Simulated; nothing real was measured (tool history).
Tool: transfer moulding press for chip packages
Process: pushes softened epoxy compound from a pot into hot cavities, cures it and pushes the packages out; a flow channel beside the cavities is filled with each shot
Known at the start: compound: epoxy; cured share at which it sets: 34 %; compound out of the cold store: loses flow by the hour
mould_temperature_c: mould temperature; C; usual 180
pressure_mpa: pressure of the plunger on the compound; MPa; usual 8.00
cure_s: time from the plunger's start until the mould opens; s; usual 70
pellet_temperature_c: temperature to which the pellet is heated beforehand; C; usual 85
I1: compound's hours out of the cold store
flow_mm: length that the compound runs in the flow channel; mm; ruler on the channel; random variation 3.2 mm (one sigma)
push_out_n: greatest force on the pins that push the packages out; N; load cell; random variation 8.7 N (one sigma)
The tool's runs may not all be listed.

Run 1, hour 0.0: usual settings; I1 31.2. Result: flow_mm 650 mm, push_out_n 691 N.
At hour 5.9: cavities cleaned with cleaning compound and waxed.
Run 2, hour 19.1: usual settings; I1 29.7. Result: flow_mm 654 mm, push_out_n 506 N.
Run 3, hour 41.8: usual settings; I1 36.9. Result: flow_mm 635 mm, push_out_n 612 N.
At hour 63.4: cavities cleaned with cleaning compound and waxed.
Run 4, hour 63.4: usual settings; I1 18.1. Result: flow_mm 681 mm, push_out_n 402 N.
Run 5, hour 81.8: usual settings; I1 27.6. Result: flow_mm 645 mm, push_out_n 562 N.
Run 6, hour 107.6: usual settings; I1 47.4. Result: flow_mm 594 mm, push_out_n 638 N.
At hour 121.9: cavities cleaned with cleaning compound and waxed.
Run 7, hour 126.0: usual settings but pressure_mpa 6.11 MPa; I1 8.4. Result: flow_mm 611 mm, push_out_n 458 N.
Run 8, hour 140.1: usual settings but pressure_mpa 6.11 MPa; I1 22.4. Result: flow_mm 568 mm, push_out_n 583 N.
At hour 156.2: plunger's sealing rings changed.
Run 9, hour 167.1: usual settings but cure_s 71 s; I1 13.8. Result: flow_mm 708 mm, push_out_n 668 N.
Run 10, hour 179.6: usual settings but cure_s 71 s; I1 14.8. Result: flow_mm 707 mm, push_out_n 674 N.
At hour 182.6: cavities cleaned with cleaning compound and waxed.
Run 11, hour 198.3: usual settings but cure_s 71 s; I1 29.2. Result: flow_mm 662 mm, push_out_n 533 N.
Run 12, hour 223.6: usual settings but mould_temperature_c 179 C, cure_s 71 s; I1 36.3. Result: flow_mm 641 mm, push_out_n 646 N.
At hour 241.0: cavities cleaned with cleaning compound and waxed.
Run 13, hour 241.3: usual settings but pressure_mpa 9.34 MPa; I1 24.1. Result: flow_mm 722 mm, push_out_n 411 N.
Run 14, hour 263.3: usual settings but pressure_mpa 9.34 MPa; I1 9.8. Result: flow_mm 764 mm, push_out_n 595 N.
Run 15, hour 276.0: usual settings but pressure_mpa 9.34 MPa; I1 13.8. Result: flow_mm 751 mm, push_out_n 658 N.
Run 16, hour 290.9: usual settings but mould_temperature_c 181 C, pressure_mpa 9.71 MPa; I1 37.4. Result: flow_mm 686 mm, push_out_n 657 N.
At hour 299.7: cavities cleaned with cleaning compound and waxed.
Run 17, hour 318.2: usual settings but mould_temperature_c 174 C, pressure_mpa 9.71 MPa; I1 37.1. Result: flow_mm 696 mm, push_out_n 753 N.
Run 18, hour 338.7: usual settings but mould_temperature_c 174 C, pressure_mpa 9.71 MPa; I1 19.8. Result: flow_mm 744 mm, push_out_n 934 N.
Run 19, hour 352.7: usual settings but mould_temperature_c 184 C, pressure_mpa 9.26 MPa, cure_s 78 s, pellet_temperature_c 94 C; I1 22.3. Result: flow_mm 696 mm, push_out_n 542 N.
At hour 356.1: mould's thermocouples calibrated.
At hour 359.6: cavities cleaned with cleaning compound and waxed.
At hour 369.2: plunger's sealing rings changed.
Run 20, hour 378.5: usual settings but mould_temperature_c 185 C, cure_s 57 s; I1 8.2. Result: flow_mm 714 mm, push_out_n 681 N.
Run 21, hour 398.1: usual settings but pressure_mpa 9.96 MPa, pellet_temperature_c 78 C; I1 33.6. Result: flow_mm 728 mm, push_out_n 633 N.
Run 22, hour 409.4: usual settings but pellet_temperature_c 93 C; I1 12.9. Result: flow_mm 704 mm, push_out_n 700 N.
At hour 420.2: cavities cleaned with cleaning compound and waxed.
Run 23, hour 426.6: usual settings but pressure_mpa 9.65 MPa, cure_s 95 s, pellet_temperature_c 81 C; I1 10.2. Result: flow_mm 781 mm, push_out_n 396 N.
At hour 436.2: mould's thermocouples calibrated, once more.
Run 24, hour 442.3: usual settings but pressure_mpa 6.33 MPa, cure_s 72 s, pellet_temperature_c 81 C; I1 39.0. Result: flow_mm 563 mm, push_out_n 549 N.
Run 25, hour 458.6: usual settings but pressure_mpa 6.33 MPa, cure_s 72 s, pellet_temperature_c 95 C; I1 44.9. Result: flow_mm 539 mm, push_out_n 588 N.
Run 26, hour 470.5: usual settings but pressure_mpa 6.33 MPa, cure_s 72 s, pellet_temperature_c 95 C; I1 26.2. Result: flow_mm 586 mm, push_out_n 614 N.
At hour 481.3: cavities cleaned with cleaning compound and waxed.
Run 27, hour 485.4: usual settings but pressure_mpa 6.33 MPa, cure_s 72 s, pellet_temperature_c 95 C; I1 32.3. Result: flow_mm 571 mm, push_out_n 417 N.

Hidden state or all else? Some run-to-run changes of flow_mm, split into what the settings, what came in and random variation would give without the hidden state, and what is left for the hidden state (with any gauge scatter that isn't in both results):
The hidden state here: true mould temperature over the reading, C; pressure that reaches the compound, % of what is set; grip of the stained cavities, % over clean ones'; drift of the gauge itself on flow_mm, %; drift of the gauge itself on push_out_n, %.
Run 8 -> 9: pressure_mpa 6.11 -> 8.00, cure_s 70 -> 71, plunger's sealing rings changed. flow_mm +140 mm: hidden state +22, all else +118.
Run 19 -> 20: mould_temperature_c 184 -> 185, pressure_mpa 9.26 -> 8.00, cure_s 78 -> 57, pellet_temperature_c 94 -> 85, mould's thermocouples calibrated, cavities cleaned with cleaning compound and waxed, plunger's sealing rings changed. flow_mm +18 mm: hidden state +29, all else -11.
Run 23 -> 24: pressure_mpa 9.65 -> 6.33, cure_s 95 -> 72, mould's thermocouples calibrated, once more. flow_mm -218 mm: hidden state -1, all else -217.
